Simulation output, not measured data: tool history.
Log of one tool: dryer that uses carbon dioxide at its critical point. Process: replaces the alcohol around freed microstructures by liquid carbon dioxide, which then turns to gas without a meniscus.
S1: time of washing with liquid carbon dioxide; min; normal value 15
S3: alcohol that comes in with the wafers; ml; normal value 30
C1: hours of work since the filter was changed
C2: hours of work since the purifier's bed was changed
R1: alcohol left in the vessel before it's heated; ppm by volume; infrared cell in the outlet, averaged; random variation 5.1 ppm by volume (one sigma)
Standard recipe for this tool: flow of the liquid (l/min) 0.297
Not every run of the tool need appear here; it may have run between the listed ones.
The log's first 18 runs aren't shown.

{"run": 19, "hour": 932.4, "S1": 12, "flow of the liquid (l/min)": 0.297, "S3": 30, "C1": 98, "C2": 400, "R1": 290}
{"run": 20, "hour": 995.8, "S1": 12, "flow of the liquid (l/min)": 0.297, "S3": 30, "C1": 128, "C2": 430, "R1": 304}
{"run": 21, "hour": 1047.2, "S1": 12, "flow of the liquid (l/min)": 0.297, "S3": 30, "C1": 153, "C2": 454, "R1": 327}
{"run": 22, "hour": 1117.1, "S1": 12, "flow of the liquid (l/min)": 0.297, "S3": 30, "C1": 186, "C2": 487, "R1": 340}
{"run": 23, "hour": 1161.7, "S1": 17, "flow of the liquid (l/min)": 0.414, "S3": 24, "C1": 207, "C2": 508, "R1": 46}
{"run": 24, "hour": 1212.7, "S1": 19, "flow of the liquid (l/min)": 0.473, "S3": 104, "C1": 231, "C2": 532, "R1": 43}
{"run": 25, "hour": 1286.4, "S1": 19, "flow of the liquid (l/min)": 0.473, "S3": 104, "C1": 266, "C2": 567, "R1": 42}
{"run": 26, "hour": 1340.8, "S1": 19, "flow of the liquid (l/min)": 0.473, "S3": 104, "C1": 292, "C2": 593, "R1": 60}
{"run": 27, "hour": 1373.3, "S1": 19, "flow of the liquid (l/min)": 0.505, "S3": 30, "C1": 307, "C2": 608, "R1": 57}
{"hour": 1429.0, "done": "inlet filter changed"}
{"run": 28, "hour": 1436.8, "S1": 14, "flow of the liquid (l/min)": 0.505, "S3": 37, "C1": 4, "C2": 638, "R1": 54}
{"run": 29, "hour": 1505.8, "S1": 24, "flow of the liquid (l/min)": 0.356, "S3": 30, "C1": 36, "C2": 671, "R1": 63}
{"run": 30, "hour": 1556.0, "S1": 24, "flow of the liquid (l/min)": 0.356, "S3": 30, "C1": 60, "C2": 694, "R1": 49}
{"run": 31, "hour": 1614.4, "S1": 12, "flow of the liquid (l/min)": 0.351, "S3": 65, "C1": 88, "C2": 722, "R1": 247}
{"run": 32, "hour": 1659.3, "S1": 15, "flow of the liquid (l/min)": 0.483, "S3": 30, "C1": 109, "C2": 743, "R1": 69}
{"run": 33, "hour": 1704.7, "S1": 15, "flow of the liquid (l/min)": 0.483, "S3": 29, "C1": 131, "C2": 765, "R1": 70}
{"run": 34, "hour": 1746.9, "S1": 23, "flow of the liquid (l/min)": 0.466, "S3": 62, "C1": 150, "C2": 785, "R1": 70}
{"run": 35, "hour": 1789.2, "S1": 16, "flow of the liquid (l/min)": 0.329, "S3": 61, "C1": 171, "C2": 805, "R1": 108}
{"run": 36, "hour": 1853.2, "S1": 15, "flow of the liquid (l/min)": 0.192, "S3": 30, "C1": 201, "C2": 835, "R1": 1028}
{"run": 37, "hour": 1907.0, "S1": 10, "flow of the liquid (l/min)": 0.468, "S3": 25, "C1": 226, "C2": 860, "R1": 113}

Predict each of these 3 candidate next runs independently; none follows another, all start after run 37:
{"run": "A", "hour": 1976.3, "S1": 13, "flow of the liquid (l/min)": 0.297, "S3": 24, "C1": 259, "C2": 893, "R1": "?"}
{"run": "B", "hour": 1976.3, "S1": 20, "flow of the liquid (l/min)": 0.445, "S3": 98, "C1": 259, "C2": 893, "R1": "?"}
{"run": "C", "hour": 1976.3, "S1": 22, "flow of the liquid (l/min)": 0.297, "S3": 100, "C1": 259, "C2": 893, "R1": "?"}

run=A R1=234
run=B R1=80
run=C R1=88
With no hidden state in the tool, these same runs would have given:
run=A R1=114
run=B R1=9
run=C R1=12
